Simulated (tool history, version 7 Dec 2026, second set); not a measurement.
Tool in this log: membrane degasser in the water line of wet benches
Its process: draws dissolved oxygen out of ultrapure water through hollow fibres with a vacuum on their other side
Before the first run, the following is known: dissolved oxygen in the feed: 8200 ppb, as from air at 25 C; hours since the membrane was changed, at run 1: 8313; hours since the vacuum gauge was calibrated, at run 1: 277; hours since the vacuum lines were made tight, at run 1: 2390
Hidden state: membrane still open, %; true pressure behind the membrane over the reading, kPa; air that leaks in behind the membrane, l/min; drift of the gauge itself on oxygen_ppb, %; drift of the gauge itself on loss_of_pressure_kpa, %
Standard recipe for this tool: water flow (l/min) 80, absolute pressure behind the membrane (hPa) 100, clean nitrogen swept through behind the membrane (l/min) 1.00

run,hour,water flow (l/min),absolute pressure behind the membrane (hPa),clean nitrogen swept through behind the membrane (l/min),hours since the membrane was changed,hours since the vacuum gauge was calibrated,hours since the vacuum lines were made tight,dissolved oxygen in the water behind the degasser (ppb),pressure that the water loses in the fibres (hPa)
1,0.0,80,100,1.00,8313,277,2390,902.3,364.6
2,218.9,105,100,1.00,8532,496,2609,1078.1,480.8
3,353.4,105,100,1.00,8667,630,2744,1074.0,481.1
4,498.9,105,100,1.00,8812,776,2889,1074.1,478.6
5,663.1,105,100,2.83,8976,940,3053,569.1,477.1
6,828.6,80,108,1.00,9142,1105,3219,990.5,365.3
7,923.1,80,100,0.68,9236,1200,3313,1105.3,367.2
8,1125.2,80,100,0.68,9438,1402,3515,1102.0,365.2
9,1225.9,109,100,1.00,9539,1503,3616,1103.7,496.6
10,1360.5,79,82,1.34,9674,1637,3751,565.8,360.0
11,1557.8,79,82,1.34,9871,1835,3948,566.2,356.4
12,1778.1,79,82,1.34,10091,2055,4168,563.2,356.5
13,1966.4,54,102,0.42,10280,2243,4357,1148.1,244.1
# hour 2093.6: seals of the vacuum lines changed
14,2174.4,125,62,0.42,10486,2449,81,849.3,565.8
15,2400.7,66,100,1.00,10712,2675,307,776.0,297.7
16,2573.1,51,114,2.83,10884,2848,479,347.5,229.4
17,2678.5,51,114,2.83,10990,2953,585,344.3,230.7

Alternative continuations, all from the tool just after run 17; predict every row:
A,2871.8,62,240,1.48,11183,3147,778,?,?
B,2871.8,80,100,0.47,11183,3147,778,?,?
C,2871.8,62,121,1.95,11183,3147,778,?,?

run,dissolved oxygen in the water behind the degasser (ppb),pressure that the water loses in the fibres (hPa)
A,1505.0,279.1
B,1324.8,360.8
C,598.5,277.4
Without the tool's hidden state the same runs would have given:
run,dissolved oxygen in the water behind the degasser (ppb),pressure that the water loses in the fibres (hPa)
A,1504.5,284.7
B,1323.9,368.1
C,597.9,283.1
